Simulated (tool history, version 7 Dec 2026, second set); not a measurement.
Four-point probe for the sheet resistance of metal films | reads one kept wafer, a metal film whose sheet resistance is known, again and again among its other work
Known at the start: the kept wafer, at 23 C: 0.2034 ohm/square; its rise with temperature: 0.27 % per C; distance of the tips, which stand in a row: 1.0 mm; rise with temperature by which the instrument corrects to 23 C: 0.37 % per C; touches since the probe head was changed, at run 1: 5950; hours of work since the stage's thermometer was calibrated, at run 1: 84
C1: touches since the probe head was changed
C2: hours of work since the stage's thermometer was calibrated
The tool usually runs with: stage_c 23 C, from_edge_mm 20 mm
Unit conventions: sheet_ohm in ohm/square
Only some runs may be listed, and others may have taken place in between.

{"run": 1, "hour": 0.0, "stage_c": 23, "from_edge_mm": 20, "C1": 5950, "C2": 84, "sheet_ohm": 0.203427}
{"run": 2, "hour": 46.3, "stage_c": 23, "from_edge_mm": 20, "C1": 7274, "C2": 104, "sheet_ohm": 0.203365}
{"run": 3, "hour": 90.2, "stage_c": 23, "from_edge_mm": 20, "C1": 8530, "C2": 124, "sheet_ohm": 0.203383}
{"run": 4, "hour": 129.6, "stage_c": 23, "from_edge_mm": 20, "C1": 9656, "C2": 142, "sheet_ohm": 0.203457}
{"run": 5, "hour": 175.9, "stage_c": 23, "from_edge_mm": 20, "C1": 10982, "C2": 163, "sheet_ohm": 0.20348}
{"run": 6, "hour": 205.9, "stage_c": 23, "from_edge_mm": 6, "C1": 11840, "C2": 176, "sheet_ohm": 0.206286}
{"run": 7, "hour": 235.8, "stage_c": 23, "from_edge_mm": 6, "C1": 12693, "C2": 190, "sheet_ohm": 0.206194}
{"run": 8, "hour": 270.3, "stage_c": 23, "from_edge_mm": 13, "C1": 13682, "C2": 205, "sheet_ohm": 0.203833}
{"hour": 275.6, "done": "stage's thermometer calibrated"}
{"run": 9, "hour": 322.7, "stage_c": 23, "from_edge_mm": 13, "C1": 15167, "C2": 21, "sheet_ohm": 0.203943}
{"run": 10, "hour": 347.7, "stage_c": 23, "from_edge_mm": 13, "C1": 15882, "C2": 33, "sheet_ohm": 0.203893}
{"run": 11, "hour": 372.5, "stage_c": 23, "from_edge_mm": 13, "C1": 16591, "C2": 44, "sheet_ohm": 0.203914}
{"run": 12, "hour": 414.7, "stage_c": 18, "from_edge_mm": 32, "C1": 17796, "C2": 63, "sheet_ohm": 0.204538}
{"hour": 437.4, "done": "stage's thermometer calibrated, once more"}
{"run": 13, "hour": 448.1, "stage_c": 19, "from_edge_mm": 36, "C1": 18739, "C2": 5, "sheet_ohm": 0.204291}
{"run": 14, "hour": 477.6, "stage_c": 19, "from_edge_mm": 36, "C1": 19582, "C2": 18, "sheet_ohm": 0.204223}
{"run": 15, "hour": 502.3, "stage_c": 22, "from_edge_mm": 13, "C1": 20289, "C2": 29, "sheet_ohm": 0.204165}
{"run": 16, "hour": 549.1, "stage_c": 31, "from_edge_mm": 46, "C1": 21627, "C2": 50, "sheet_ohm": 0.201727}
{"run": 17, "hour": 591.7, "stage_c": 31, "from_edge_mm": 46, "C1": 22844, "C2": 70, "sheet_ohm": 0.201834}

Branching from run 17: 5 alternative next runs. What would each branch give?
{"run": "A", "hour": 618.5, "stage_c": 31, "from_edge_mm": 37, "C1": 23612, "C2": 82, "sheet_ohm": "?"}
{"run": "B", "hour": 618.5, "stage_c": 18, "from_edge_mm": 65, "C1": 23612, "C2": 82, "sheet_ohm": "?"}
{"run": "C", "hour": 618.5, "stage_c": 23, "from_edge_mm": 30, "C1": 23612, "C2": 82, "sheet_ohm": "?"}
{"run": "D", "hour": 618.5, "stage_c": 19, "from_edge_mm": 56, "C1": 23612, "C2": 82, "sheet_ohm": "?"}
{"run": "E", "hour": 618.5, "stage_c": 24, "from_edge_mm": 16, "C1": 23612, "C2": 82, "sheet_ohm": "?"}

run=A sheet_ohm=0.201846
run=B sheet_ohm=0.204507
run=C sheet_ohm=0.203533
run=D sheet_ohm=0.204272
run=E sheet_ohm=0.203646
Stripped of hidden state, with their random variation kept, the same runs would have yielded:
run=A sheet_ohm=0.201839
run=B sheet_ohm=0.204499
run=C sheet_ohm=0.203526
run=D sheet_ohm=0.204264
run=E sheet_ohm=0.203639

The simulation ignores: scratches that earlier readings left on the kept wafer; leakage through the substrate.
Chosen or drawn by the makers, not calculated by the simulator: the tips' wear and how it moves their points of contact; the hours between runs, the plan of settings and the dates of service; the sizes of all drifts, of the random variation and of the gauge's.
